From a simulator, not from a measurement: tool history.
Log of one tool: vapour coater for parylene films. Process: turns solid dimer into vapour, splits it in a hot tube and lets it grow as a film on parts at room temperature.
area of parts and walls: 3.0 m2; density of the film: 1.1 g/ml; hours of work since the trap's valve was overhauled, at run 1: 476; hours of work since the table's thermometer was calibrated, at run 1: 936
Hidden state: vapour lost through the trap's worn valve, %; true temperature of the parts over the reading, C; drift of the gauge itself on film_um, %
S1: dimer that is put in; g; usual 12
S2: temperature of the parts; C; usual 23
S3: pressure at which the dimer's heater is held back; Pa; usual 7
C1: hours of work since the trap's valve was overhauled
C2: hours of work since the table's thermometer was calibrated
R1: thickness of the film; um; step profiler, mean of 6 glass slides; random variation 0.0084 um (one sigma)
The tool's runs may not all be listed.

run     day  S1  S2    S3   C1    C2     R1
  1       0  12  23     7  476   936  1.596
  2   2.658  12  23     7  519   979  1.607
  3   5.008   6  23     7  557  1017  0.772
      5.808  -- trap's valve overhauled
  4   8.042   6  23     7   36  1063  0.869
  5   9.812   6  23     7   65  1091   0.85
  6  12.912  12  23     7  115  1141  1.689
  7  15.525  11  24  8.58  157  1184  1.492
     15.712  -- table's thermometer calibrated
  8  18.462   5  18  5.54  204    44  0.773
  9  19.883   5  18  5.54  227    67  0.782
 10  22.242   5  18     7  265   105  0.766
 11  23.896  12  23  6.07  291   132  1.655

5 ways to go on from here, each from the tool as it stands after run 11. What would each give?
  A  25.854  11  17  4.13  323  164   ?
  B  25.854   7  23  6.07  323  164   ?
  C  25.854  11  18  5.09  323  164   ?
  D  25.854   9  23  5.76  323  164   ?
  E  25.854   9  23  6.07  323  164   ?

run     R1
  A  1.761
  B  0.958
  C  1.691
  D  1.259
  E  1.243
Without the tool's hidden state the same runs would have given:
run     R1
  A  1.862
  B  1.013
  C  1.789
  D  1.331
  E  1.315
